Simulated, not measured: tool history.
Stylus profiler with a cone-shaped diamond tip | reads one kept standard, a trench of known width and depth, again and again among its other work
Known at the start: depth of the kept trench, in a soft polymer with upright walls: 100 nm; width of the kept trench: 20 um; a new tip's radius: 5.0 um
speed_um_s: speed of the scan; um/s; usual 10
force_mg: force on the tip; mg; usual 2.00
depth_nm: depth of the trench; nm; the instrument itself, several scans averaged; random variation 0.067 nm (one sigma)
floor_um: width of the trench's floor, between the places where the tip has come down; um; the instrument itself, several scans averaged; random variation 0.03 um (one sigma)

run,hour,speed_um_s,force_mg,depth_nm,floor_um
1,0.0,10,2.00,100.57,17.92
2,68.1,10,2.00,100.46,17.93
3,139.7,10,5.90,101.04,18.00
4,203.4,14,2.00,100.61,17.92
5,270.7,15,2.00,100.57,17.87
6,317.7,15,2.00,100.56,17.91
7,381.4,10,2.00,100.60,17.92
8,450.0,10,2.00,100.57,17.95
9,508.3,31,2.00,100.47,17.86
10,568.8,31,2.00,100.55,17.81
11,617.2,31,2.00,100.52,17.78
12,682.1,10,2.00,100.51,17.99
13,751.8,10,1.57,100.41,17.91
14,823.3,10,2.00,100.54,17.92
15,855.8,10,2.00,100.52,17.97
16,894.3,10,2.74,100.65,17.92
17,936.4,10,2.00,100.57,17.95
18,987.1,10,2.00,100.58,17.96
19,1028.4,10,2.00,100.58,17.92
20,1080.0,10,2.00,100.68,17.95
21,1142.8,10,2.00,100.59,17.94
22,1208.1,10,5.38,101.19,17.97
23,1243.0,10,5.38,100.97,17.94
24,1285.7,4,3.92,100.78,17.96
25,1356.8,2,1.35,100.46,17.96
26,1416.0,6,0.67,100.41,17.96
27,1487.6,9,0.75,100.17,17.85
28,1548.6,9,3.16,100.73,17.91
29,1582.0,4,1.61,100.48,17.98
30,1634.2,4,1.61,100.54,17.98
31,1668.0,31,4.09,100.87,17.89
32,1714.6,5,1.92,100.61,17.94
33,1756.0,6,1.63,100.48,17.92
34,1806.5,6,2.23,100.53,17.98
35,1852.4,6,2.23,100.55,17.97
36,1914.8,2,3.34,100.75,17.95
37,1980.9,2,3.34,100.79,18.03
38,2028.9,7,2.21,100.57,17.93
# hour 2070.9: height scale calibrated on a step standard
39,2076.0,2,1.30,100.41,17.98
40,2135.7,4,0.85,100.43,17.94
41,2184.2,4,4.31,100.98,17.94
42,2247.8,3,0.77,100.17,17.92
43,2281.0,14,3.29,100.77,17.94
44,2336.9,35,0.89,100.24,17.74
45,2404.9,4,0.89,100.25,17.92

4 ways to go on from here, each from the tool as it stands after run 45. What would each give?
A,2448.4,21,3.11,?,?
B,2448.4,9,0.92,?,?
C,2448.4,10,1.99,?,?
D,2448.4,4,5.17,?,?

run,depth_nm,floor_um
A,100.67,17.86
B,100.21,17.92
C,100.48,17.93
D,100.94,17.99
Without the tool's hidden state the same runs would have given:
run,depth_nm,floor_um
A,100.67,17.88
B,100.21,17.94
C,100.48,17.95
D,100.94,18.01

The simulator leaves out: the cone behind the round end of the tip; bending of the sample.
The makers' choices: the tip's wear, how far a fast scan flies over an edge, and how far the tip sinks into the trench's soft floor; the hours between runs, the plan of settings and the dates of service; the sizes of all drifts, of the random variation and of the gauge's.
